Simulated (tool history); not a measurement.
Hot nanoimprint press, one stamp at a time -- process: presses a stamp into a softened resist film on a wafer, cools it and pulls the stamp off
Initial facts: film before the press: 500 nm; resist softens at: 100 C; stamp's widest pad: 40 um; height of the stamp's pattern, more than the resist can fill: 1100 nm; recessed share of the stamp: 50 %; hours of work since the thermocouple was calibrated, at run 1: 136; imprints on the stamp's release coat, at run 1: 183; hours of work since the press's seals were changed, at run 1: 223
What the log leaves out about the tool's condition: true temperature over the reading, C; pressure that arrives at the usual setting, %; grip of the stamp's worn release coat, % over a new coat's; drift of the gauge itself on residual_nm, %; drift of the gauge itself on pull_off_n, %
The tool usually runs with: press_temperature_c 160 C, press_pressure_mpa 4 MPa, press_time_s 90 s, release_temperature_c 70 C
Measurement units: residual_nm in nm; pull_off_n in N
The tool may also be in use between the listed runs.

run,hour,press_temperature_c,press_pressure_mpa,press_time_s,release_temperature_c,hours of work since the thermocouple was calibrated,imprints on the stamp's release coat,hours of work since the press's seals were changed,residual_nm,pull_off_n
1,0,160,4,90,70,136,183,223,274.4,149
2,13.4,160,4,90,70,143,204,229,275.6,154
3,20.2,160,4,90,70,146,214,233,275.4,154
4,33.6,153,4,90,70,153,234,239,366,161
5,40.2,153,4,90,70,156,244,242,368.7,158
6,49.6,153,4,51,70,160,258,247,407.5,158
7,60.4,153,4,51,70,166,275,252,407.1,162
8,72.1,158,4,90,70,171,292,258,302.7,156
9,80.5,158,4,90,70,176,305,262,302.7,154
10,93.8,160,4,90,70,182,325,269,279.7,156
# hour 98: plate thermocouple calibrated
11,102.4,160,4,90,70,2,334,271,281.4,166
12,110.5,160,6.18,90,70,6,346,275,228.3,157
13,117.6,160,6.18,90,70,10,357,279,228.2,154
14,124.5,160,4,90,70,13,367,282,282.3,163
15,131.1,160,4,90,70,16,377,285,280.7,159
16,137.5,160,4,49,70,19,387,289,332,164
# hour 141.6: plate thermocouple calibrated, once more
17,152.9,160,4,49,70,6,406,295,326.4,158
18,162.7,159,4,90,76,10,421,299,288.3,134
19,172.8,160,3.96,107,66,15,436,304,262.1,183
20,183.6,160,5.41,55,66,21,452,310,277.2,187
21,193.7,160,2.91,90,76,26,468,315,316.4,147
22,199.3,160,2.91,90,76,28,476,317,315,145
23,208.8,160,2.91,90,76,33,491,322,317.3,143
24,221.2,160,2.6,90,70,39,510,328,331.9,163
25,231,160,2.6,90,70,44,524,333,331.7,167
26,238.6,160,4,90,70,47,536,337,275.3,163
27,249.4,172,2.47,52,77,53,552,342,251.1,141
28,256.4,157,2.82,90,70,56,563,345,360.3,170
29,267.2,167,3.76,90,70,62,579,351,208.7,164

5 ways to go on from here, each from the tool as it stands after run 29. What would each give?
A,276.8,152,2.49,90,70,66,594,355,?,?
B,276.8,160,3.38,90,70,66,594,355,?,?
C,276.8,157,4,90,61,66,594,355,?,?
D,276.8,167,3.76,90,61,66,594,355,?,?
E,276.8,160,2.56,50,70,66,594,355,?,?

run,residual_nm,pull_off_n
A,427.1,166
B,298.3,168
C,315.1,196
D,208.8,194
E,378.7,167
Without the tool's hidden state the same runs would have given:
run,residual_nm,pull_off_n
A,423.3,149
B,292.6,150
C,308.9,175
D,204.2,174
E,374.2,150
